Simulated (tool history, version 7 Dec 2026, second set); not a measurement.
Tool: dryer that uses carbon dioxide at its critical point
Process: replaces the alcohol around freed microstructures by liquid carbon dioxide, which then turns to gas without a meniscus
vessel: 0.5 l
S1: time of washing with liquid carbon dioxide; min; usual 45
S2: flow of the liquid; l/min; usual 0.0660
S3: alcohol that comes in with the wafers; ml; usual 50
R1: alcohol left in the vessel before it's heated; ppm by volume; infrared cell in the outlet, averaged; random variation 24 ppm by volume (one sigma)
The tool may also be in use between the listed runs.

run   hour  S1      S2  S3    R1
  1    0.0  45  0.0660  50  1599
  2   60.7  45  0.0660  32  1129
  3   97.6  45  0.0660  32  1199
  4  144.2  32  0.0660  32  3833
  5  171.1  32  0.0660  32  3892
  6  197.3  45  0.0502  50  5038
  7  257.0  45  0.1004  50   281
  8  302.9  45  0.1004  50   228
  9  333.1  45  0.1004  50   238
 10  372.9  45  0.1004  50   252
 11  420.6  47  0.0660  29   929
 12  456.1  39  0.0769  29  1215
 13  486.5  61  0.1052  98    39
 14  545.2  61  0.1052  98    43
 15  586.8  61  0.1052  98    56
 16  627.2  61  0.1052  98    66
 17  656.6  42  0.0654  36  1911
 18  695.4  39  0.0685  78  4923
 19  728.1  39  0.0685  78  3865

Not shown: 4 entries that the log had between the listed runs. Between which runs, and how does the tool's hidden state differ before and after?
Between runs 6 and 7: inlet filter changed (hour 232.5)
  flow that reaches the vessel past the clogged filter, %: 94 -> 99.2; alcohol in the recycled carbon dioxide, ppm: 70.1 -> 71.8
  measured less the result without the state, R1: +930 -> +76 ppm by volume
Between runs 7 and 8: purifier's bed changed (hour 283.9)
  flow that reaches the vessel past the clogged filter, %: 99.2 -> 97.9; alcohol in the recycled carbon dioxide, ppm: 71.8 -> 6
  measured less the result without the state, R1: +76 -> +29 ppm by volume
Between runs 12 and 13: inlet filter changed (hour 470.1)
  flow that reaches the vessel past the clogged filter, %: 93.2 -> 99.3; alcohol in the recycled carbon dioxide, ppm: 10.8 -> 11.7
  measured less the result without the state, R1: +303 -> +9 ppm by volume
Between runs 18 and 19: inlet filter changed (hour 704.5)
  flow that reaches the vessel past the clogged filter, %: 93.3 -> 99.2; alcohol in the recycled carbon dioxide, ppm: 18.2 -> 19.2
  measured less the result without the state, R1: +1105 -> +124 ppm by volume

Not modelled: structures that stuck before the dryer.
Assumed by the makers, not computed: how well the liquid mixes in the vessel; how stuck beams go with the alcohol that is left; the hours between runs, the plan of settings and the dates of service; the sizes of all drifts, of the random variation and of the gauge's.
